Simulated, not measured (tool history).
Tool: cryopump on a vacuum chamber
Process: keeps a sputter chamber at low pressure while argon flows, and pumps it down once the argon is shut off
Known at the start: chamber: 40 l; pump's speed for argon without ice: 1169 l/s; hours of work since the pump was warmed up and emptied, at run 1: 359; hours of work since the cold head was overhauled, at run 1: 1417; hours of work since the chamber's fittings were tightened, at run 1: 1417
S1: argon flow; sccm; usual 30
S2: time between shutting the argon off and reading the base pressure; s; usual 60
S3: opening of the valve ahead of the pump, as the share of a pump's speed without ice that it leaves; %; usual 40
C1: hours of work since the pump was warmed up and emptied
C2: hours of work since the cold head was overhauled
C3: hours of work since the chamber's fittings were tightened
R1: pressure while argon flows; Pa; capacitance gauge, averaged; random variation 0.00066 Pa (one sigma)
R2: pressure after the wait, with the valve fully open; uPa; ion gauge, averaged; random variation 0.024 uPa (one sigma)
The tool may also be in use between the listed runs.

run	hour	S1	S2	S3	C1	C2	C3	R1	R2
1	0.0	30	60	40	359	1417	1417	0.1147	2.48
2	25.6	30	60	21	380	1438	1438	0.2140	2.43
3	65.0	30	60	40	413	1471	1471	0.1155	2.56
4	104.2	30	60	40	446	1504	1504	0.1158	2.57
5	156.3	30	60	17	489	1547	1547	0.2646	2.65
6	197.7	30	218	40	524	1582	1582	0.1173	2.27
7	230.6	30	218	40	552	1610	1610	0.1167	2.41
# hour 250.1: leaking fittings of the chamber tightened, without venting
8	276.8	30	27	40	589	1647	22	0.1174	1.72
9	313.6	30	63	40	620	1678	53	0.1185	0.99
10	337.3	30	247	40	639	1697	73	0.1193	0.60
11	385.2	30	60	25	680	1738	113	0.1860	1.12
12	427.8	46	60	25	715	1773	149	0.2835	1.11
13	451.5	46	83	25	735	1793	169	0.2839	0.98
14	498.3	46	83	25	774	1832	208	0.2870	1.08
15	555.7	30	60	40	822	1880	256	0.1228	1.30
16	613.6	30	60	40	871	1929	305	0.1230	1.38
17	666.2	35	60	40	915	1973	349	0.1453	1.46
18	698.7	35	60	40	942	2000	376	0.1479	1.43
19	740.6	17	257	40	977	2035	411	0.0717	1.12
# hour 783.1: pump warmed up, emptied and cooled again
20	789.4	12	243	40	5	2072	448	0.0442	0.93
21	830.5	15	68	40	40	2106	482	0.0561	1.35
22	878.5	30	55	40	80	2147	522	0.1116	1.48
23	909.2	32	42	54	106	2172	548	0.0893	1.68

Run 24 comes next. What will it give?
24	956.4	30	24	40	145	2212	588	?	?

Run 24 gave R1 0.1117 Pa, R2 2.45 uPa.
Without the tool's hidden state the same run would have given R1 0.1080 Pa, R2 1.77 uPa.
